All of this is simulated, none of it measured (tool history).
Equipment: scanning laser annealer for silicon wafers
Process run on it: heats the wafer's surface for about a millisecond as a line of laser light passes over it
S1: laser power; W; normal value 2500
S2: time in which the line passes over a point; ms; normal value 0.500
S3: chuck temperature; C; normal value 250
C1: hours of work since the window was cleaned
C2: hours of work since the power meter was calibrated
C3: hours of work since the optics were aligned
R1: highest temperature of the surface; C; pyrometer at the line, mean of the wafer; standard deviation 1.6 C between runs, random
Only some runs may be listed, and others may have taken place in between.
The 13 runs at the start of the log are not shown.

run,day,S1,S2,S3,C1,C2,C3,R1
14,18.392,2500,0.425,250,305,346,1455,971
15,20.321,2500,0.425,250,335,376,1485,969
16,21.662,2500,0.500,250,356,397,1505,1038
# day 23.517: optics aligned, line set to its width
17,23.767,2670,0.398,261,386,426,4,1017
18,25.667,2670,0.398,261,415,456,33,1020
19,27.475,2425,0.358,250,443,484,62,882
20,28.954,2425,0.358,250,466,507,84,880
21,30.217,2584,0.500,250,486,527,104,1075
22,32.079,2270,0.483,280,515,555,133,961
23,33.446,2500,0.391,273,536,577,154,961
24,34.938,2500,0.411,266,559,600,177,973
25,36.238,2500,0.411,266,579,620,198,975
26,37.175,2500,0.411,266,594,635,212,975
27,39.271,2384,0.363,276,627,667,245,898
28,40.396,2574,0.363,276,644,685,262,964
29,41.758,2574,0.363,276,665,706,283,964
30,42.721,2500,0.359,250,680,721,298,907
# day 42.938: window over the wafer cleaned
31,44.942,2335,0.401,218,31,754,332,859
32,46.150,2619,0.527,250,50,773,350,1112

What if the next run were any one of these 3? Each begins from the tool's condition after run 32:
A,47.883,2454,0.494,252,77,800,377,?
B,47.883,2519,0.527,235,77,800,377,?
C,47.883,2500,0.509,271,77,800,377,?

run,R1
A,1017
B,1057
C,1068
Without the tool's hidden state the same runs would have given:
run,R1
A,1017
B,1058
C,1068
